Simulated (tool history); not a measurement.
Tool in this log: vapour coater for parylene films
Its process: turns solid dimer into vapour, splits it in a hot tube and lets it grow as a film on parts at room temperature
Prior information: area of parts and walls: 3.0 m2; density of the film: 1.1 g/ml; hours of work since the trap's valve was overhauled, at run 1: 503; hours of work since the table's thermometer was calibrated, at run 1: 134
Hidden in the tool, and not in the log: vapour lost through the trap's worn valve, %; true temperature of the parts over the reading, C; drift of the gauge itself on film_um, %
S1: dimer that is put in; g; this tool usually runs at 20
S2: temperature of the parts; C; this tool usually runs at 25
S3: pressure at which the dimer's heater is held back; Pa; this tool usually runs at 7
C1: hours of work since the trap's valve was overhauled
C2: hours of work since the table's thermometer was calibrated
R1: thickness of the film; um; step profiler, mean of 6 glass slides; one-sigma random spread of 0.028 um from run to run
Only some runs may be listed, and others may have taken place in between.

run   hour  S1  S2    S3   C1   C2    R1
  1      0  20  25     7  503  134  3.01
  2   18.9  20  25     7  520  150  2.99
      33.8  -- trap's valve overhauled
  3   49.8  20  25     7   14  174  3.16
  4   76.1  20  25     7   37  197  3.19
  5  112.8  20  25     7   69  229  3.17
  6  156.5  20  25     7  107  267  3.14
  7  199.9  20  25     7  145  305  3.16
  8  234.3  20  25     7  176  335  3.15
  9  273.9  20  35     7  210  370  2.41
 10  298.2  20  35     7  232  391  2.43
 11  334.9  20  35     7  264  423  2.36
 12  353.7  20  25     7  280  440  3.09
 13  373.8  20  25     7  298  457  3.07
 14  409.3  33  21  5.57  329  488  5.81
 15  434.5  34  30  6.86  351  510  4.56
 16  475.6   8  28  4.37  387  546  1.18

For run 17, what comes out?
 17  504.9  20  23   7  412  572   ?

Logged for run 17: R1 3.16 um.
Were there no unlogged condition in the tool, this run, its random variation unchanged, would have produced R1 3.33 um.

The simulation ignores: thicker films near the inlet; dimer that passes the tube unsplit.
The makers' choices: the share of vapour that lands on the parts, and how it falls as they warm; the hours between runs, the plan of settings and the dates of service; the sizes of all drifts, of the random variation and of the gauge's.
